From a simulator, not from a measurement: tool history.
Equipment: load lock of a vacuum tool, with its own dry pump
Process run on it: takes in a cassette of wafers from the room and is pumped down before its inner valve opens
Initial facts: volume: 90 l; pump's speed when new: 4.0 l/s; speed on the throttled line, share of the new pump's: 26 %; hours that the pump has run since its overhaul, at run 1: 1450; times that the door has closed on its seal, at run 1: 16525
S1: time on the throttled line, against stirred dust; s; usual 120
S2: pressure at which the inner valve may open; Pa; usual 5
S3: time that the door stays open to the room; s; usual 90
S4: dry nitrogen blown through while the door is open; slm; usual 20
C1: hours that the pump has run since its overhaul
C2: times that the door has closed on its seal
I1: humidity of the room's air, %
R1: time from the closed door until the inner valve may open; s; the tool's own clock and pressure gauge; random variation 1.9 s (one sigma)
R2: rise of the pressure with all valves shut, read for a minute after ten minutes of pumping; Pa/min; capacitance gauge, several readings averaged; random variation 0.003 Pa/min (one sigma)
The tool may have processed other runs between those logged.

Run 1, hour 0.0: usual settings; C1 1450; C2 16525; I1 41.9. Result: R1 305.5 s, R2 0.199 Pa/min.
Run 2, hour 91.7: usual settings but S3 85 s; C1 1542; C2 16816; I1 48.8. Result: R1 312.3 s, R2 0.203 Pa/min.
Run 3, hour 166.5: usual settings but S3 85 s; C1 1616; C2 17053; I1 41.9. Result: R1 309.8 s, R2 0.201 Pa/min.
Run 4, hour 300.0: usual settings but S3 85 s; C1 1750; C2 17477; I1 43.9. Result: R1 312.1 s, R2 0.213 Pa/min.
Run 5, hour 408.2: usual settings; C1 1858; C2 17820; I1 42.5. Result: R1 311.5 s, R2 0.221 Pa/min.
Run 6, hour 500.7: usual settings but S4 11 slm; C1 1951; C2 18114; I1 43.6. Result: R1 310.5 s, R2 0.234 Pa/min.
Run 7, hour 631.2: usual settings; C1 2081; C2 18528; I1 46.5. Result: R1 313.1 s, R2 0.236 Pa/min.
Run 8, hour 788.2: usual settings; C1 2238; C2 19026; I1 46.4. Result: R1 312.9 s, R2 0.238 Pa/min.
Run 9, hour 890.8: usual settings; C1 2341; C2 19352; I1 43.9. Result: R1 310.9 s, R2 0.247 Pa/min.
Run 10, hour 964.7: usual settings; C1 2415; C2 19587; I1 46.1. Result: R1 313.0 s, R2 0.244 Pa/min.
Run 11, hour 1103.0: usual settings but S4 31 slm; C1 2553; C2 20026; I1 45.8. Result: R1 313.6 s, R2 0.252 Pa/min.
Run 12, hour 1257.9: usual settings; C1 2708; C2 20517; I1 42.5. Result: R1 315.7 s, R2 0.253 Pa/min.
Run 13, hour 1397.4: usual settings; C1 2847; C2 20960; I1 44.4. Result: R1 311.2 s, R2 0.263 Pa/min.
Run 14, hour 1489.0: usual settings but S4 5 slm; C1 2939; C2 21250; I1 45.6. Result: R1 313.9 s, R2 0.289 Pa/min.
Run 15, hour 1588.9: usual settings; C1 3039; C2 21568; I1 46.5. Result: R1 313.2 s, R2 0.278 Pa/min.
Run 16, hour 1725.2: usual settings; C1 3175; C2 22000; I1 42.2. Result: R1 311.6 s, R2 0.284 Pa/min.
Run 17, hour 1857.3: usual settings; C1 3307; C2 22419; I1 44.8. Result: R1 309.5 s, R2 0.287 Pa/min.
Run 18, hour 1961.7: usual settings but S3 59 s; C1 3412; C2 22751; I1 45.0. Result: R1 312.0 s, R2 0.291 Pa/min.
Run 19, hour 2116.1: usual settings but S3 59 s; C1 3566; C2 23241; I1 45.2. Result: R1 314.6 s, R2 0.294 Pa/min.
Run 20, hour 2263.7: usual settings but S1 181 s, S3 59 s; C1 3714; C2 23709; I1 45.4. Result: R1 356.0 s, R2 0.307 Pa/min.
Run 21, hour 2419.4: usual settings but S1 94 s, S2 7 Pa, S3 88 s; C1 3869; C2 24203; I1 44.3. Result: R1 289.2 s, R2 0.328 Pa/min.
Run 22, hour 2527.8: usual settings but S2 7 Pa, S3 32 s; C1 3978; C2 24548; I1 42.4. Result: R1 306.7 s, R2 0.308 Pa/min.
Run 23, hour 2683.8: usual settings but S2 7 Pa, S3 32 s; C1 4134; C2 25043; I1 48.5. Result: R1 305.4 s, R2 0.316 Pa/min.
Run 24, hour 2757.4: usual settings but S1 81 s, S2 4 Pa, S3 66 s; C1 4207; C2 25276; I1 45.0. Result: R1 291.2 s, R2 0.342 Pa/min.
Run 25, hour 2843.6: usual settings but S1 77 s, S3 67 s; C1 4294; C2 25550; I1 42.2. Result: R1 281.6 s, R2 0.341 Pa/min.
Run 26, hour 2979.1: usual settings but S1 196 s, S3 40 s, S4 16 slm; C1 4429; C2 25980; I1 43.7. Result: R1 371.8 s, R2 0.339 Pa/min.
Run 27, hour 3050.4: usual settings but S1 196 s, S3 40 s, S4 16 slm; C1 4500; C2 26206; I1 43.2. Result: R1 373.2 s, R2 0.339 Pa/min.
Run 28, hour 3182.9: usual settings but S1 99 s, S2 9 Pa, S4 6 slm; C1 4633; C2 26627; I1 41.6. Result: R1 286.2 s, R2 0.380 Pa/min.
Run 29, hour 3255.4: usual settings but S1 99 s, S2 9 Pa, S4 6 slm; C1 4705; C2 26857; I1 46.3. Result: R1 282.8 s, R2 0.395 Pa/min.
Run 30, hour 3362.3: usual settings but S1 99 s, S2 9 Pa, S3 44 s, S4 8 slm; C1 4812; C2 27196; I1 46.4. Result: R1 284.9 s, R2 0.377 Pa/min.
Run 31, hour 3483.7: usual settings but S1 237 s, S2 6 Pa, S4 13 slm; C1 4934; C2 27582; I1 42.5. Result: R1 394.8 s, R2 0.396 Pa/min.
Run 32, hour 3573.8: usual settings but S1 188 s, S4 9 slm; C1 5024; C2 27867; I1 40.9. Result: R1 362.9 s, R2 0.403 Pa/min.
Run 33, hour 3693.7: usual settings but S1 188 s, S3 101 s, S4 9 slm; C1 5144; C2 28248; I1 46.3. Result: R1 366.0 s, R2 0.416 Pa/min.
Run 34, hour 3759.9: usual settings but S4 40 slm; C1 5210; C2 28458; I1 48.3. Result: R1 314.1 s, R2 0.399 Pa/min.
Run 35, hour 3852.3: usual settings but S1 98 s, S3 83 s, S4 7 slm; C1 5302; C2 28751; I1 48.6. Result: R1 300.0 s, R2 0.437 Pa/min.
Run 36, hour 3929.7: usual settings but S1 121 s, S2 7 Pa, S4 13 slm; C1 5380; C2 28997; I1 44.0. Result: R1 309.1 s, R2 0.423 Pa/min.
Run 37, hour 4040.8: usual settings but S3 62 s, S4 13 slm; C1 5491; C2 29350; I1 43.9. Result: R1 316.2 s, R2 0.428 Pa/min.

Branching from run 37: 3 alternative next runs. What would each branch give?
Run A, hour 4139.1: usual settings but S4 11 slm; C1 5589; C2 29662; I1 44.9. Result: R1 ?, R2 ?.
Run B, hour 4139.1: usual settings but S1 81 s, S3 216 s, S4 9 slm; C1 5589; C2 29662; I1 45.9. Result: R1 ?, R2 ?.
Run C, hour 4139.1: usual settings but S1 77 s, S3 62 s, S4 13 slm; C1 5589; C2 29662; I1 45.0. Result: R1 ?, R2 ?.

run     R1     R2
  A  319.4  0.437
  B  289.3  0.506
  C  281.9  0.431
What these runs would have given with no unlogged condition in the tool:
run     R1     R2
  A  316.9  0.057
  B  286.7  0.111
  C  278.9  0.044
